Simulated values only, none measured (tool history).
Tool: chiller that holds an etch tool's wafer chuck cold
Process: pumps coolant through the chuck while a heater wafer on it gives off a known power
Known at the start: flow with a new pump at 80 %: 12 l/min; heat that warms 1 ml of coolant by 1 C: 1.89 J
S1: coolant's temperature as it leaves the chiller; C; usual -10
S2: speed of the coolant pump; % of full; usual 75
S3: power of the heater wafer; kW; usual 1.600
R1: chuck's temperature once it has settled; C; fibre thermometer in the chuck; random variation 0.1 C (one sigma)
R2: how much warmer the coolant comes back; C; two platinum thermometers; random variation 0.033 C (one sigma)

run 1 hour=0.0 | S1=-10 S2=75 S3=1.600 | R1=8.7 R2=4.54
run 2 hour=60.4 | S1=-10 S2=75 S3=1.600 | R1=8.9 R2=4.52
run 3 hour=95.1 | S1=-10 S2=75 S3=0.900 | R1=0.3 R2=2.54
run 4 hour=174.5 | S1=-10 S2=79 S3=0.900 | R1=0.0 R2=2.44
run 5 hour=218.0 | S1=-10 S2=76 S3=1.600 | R1=8.6 R2=4.52
-- hour=277.8 chiller's thermometer calibrated
run 6 hour=286.6 | S1=-10 S2=76 S3=1.600 | R1=8.7 R2=4.56
run 7 hour=331.1 | S1=-10 S2=76 S3=1.600 | R1=8.7 R2=4.53
run 8 hour=372.3 | S1=-10 S2=76 S3=1.600 | R1=8.8 R2=4.56
run 9 hour=434.7 | S1=-1 S2=75 S3=1.600 | R1=17.9 R2=4.59
run 10 hour=502.9 | S1=-1 S2=75 S3=1.600 | R1=18.0 R2=4.60
run 11 hour=553.9 | S1=-1 S2=62 S3=1.600 | R1=21.3 R2=5.48
run 12 hour=601.7 | S1=-1 S2=61 S3=1.600 | R1=21.4 R2=5.65
run 13 hour=681.2 | S1=-10 S2=75 S3=1.600 | R1=9.1 R2=4.54
run 14 hour=753.7 | S1=-10 S2=75 S3=1.600 | R1=9.2 R2=4.65
run 15 hour=794.3 | S1=-10 S2=75 S3=1.000 | R1=1.9 R2=2.83
run 16 hour=850.3 | S1=-10 S2=75 S3=2.234 | R1=16.6 R2=6.45
run 17 hour=931.0 | S1=-10 S2=75 S3=2.234 | R1=16.8 R2=6.44
run 18 hour=965.6 | S1=-13 S2=75 S3=1.691 | R1=7.5 R2=4.87
run 19 hour=1033.6 | S1=-10 S2=88 S3=1.029 | R1=0.7 R2=2.48
run 20 hour=1081.5 | S1=-10 S2=88 S3=1.029 | R1=0.9 R2=2.51
run 21 hour=1120.6 | S1=-9 S2=99 S3=0.841 | R1=-0.9 R2=1.82
run 22 hour=1155.7 | S1=-16 S2=75 S3=2.280 | R1=11.4 R2=6.54
run 23 hour=1233.4 | S1=-16 S2=75 S3=2.280 | R1=11.6 R2=6.60
run 24 hour=1312.3 | S1=-16 S2=75 S3=2.280 | R1=11.4 R2=6.61
run 25 hour=1376.5 | S1=-16 S2=75 S3=2.280 | R1=11.6 R2=6.57
run 26 hour=1434.8 | S1=-14 S2=66 S3=1.036 | R1=-0.1 R2=3.42
run 27 hour=1494.0 | S1=-14 S2=66 S3=1.036 | R1=-0.1 R2=3.42
run 28 hour=1568.2 | S1=-5 S2=84 S3=1.079 | R1=6.8 R2=2.79
run 29 hour=1605.2 | S1=-5 S2=84 S3=1.079 | R1=6.6 R2=2.77
run 30 hour=1667.2 | S1=-9 S2=69 S3=2.106 | R1=18.4 R2=6.57
run 31 hour=1716.8 | S1=-16 S2=82 S3=1.503 | R1=1.1 R2=3.97

Hidden state or all else? Some run-to-run changes of R1, split into what the settings, what came in and random variation would give without the hidden state, and what is left for the hidden state (with any gauge scatter that isn't in both results):
The hidden state here: heat passed by the chuck's channels, % of clean ones'; flow at a given pump speed, % of a new pump's; coolant's true temperature over the reading, C; drift of the gauge itself on chuck_c, C; drift of the gauge itself on warmer_back_c, C.
Run 15 -> 16: S3 1.000 -> 2.234. R1 +14.7 C: hidden state +0.7, all else +14.0.
Run 21 -> 22: S1 -9 -> -16, S2 99 -> 75, S3 0.841 -> 2.280. R1 +12.3 C: hidden state +1.0, all else +11.3.
Run 29 -> 30: S1 -5 -> -9, S2 84 -> 69, S3 1.079 -> 2.106. R1 +11.8 C: hidden state +1.1, all else +10.7.
Run 30 -> 31: S1 -9 -> -16, S2 69 -> 82, S3 2.106 -> 1.503. R1 -17.3 C: hidden state -0.7, all else -16.6.
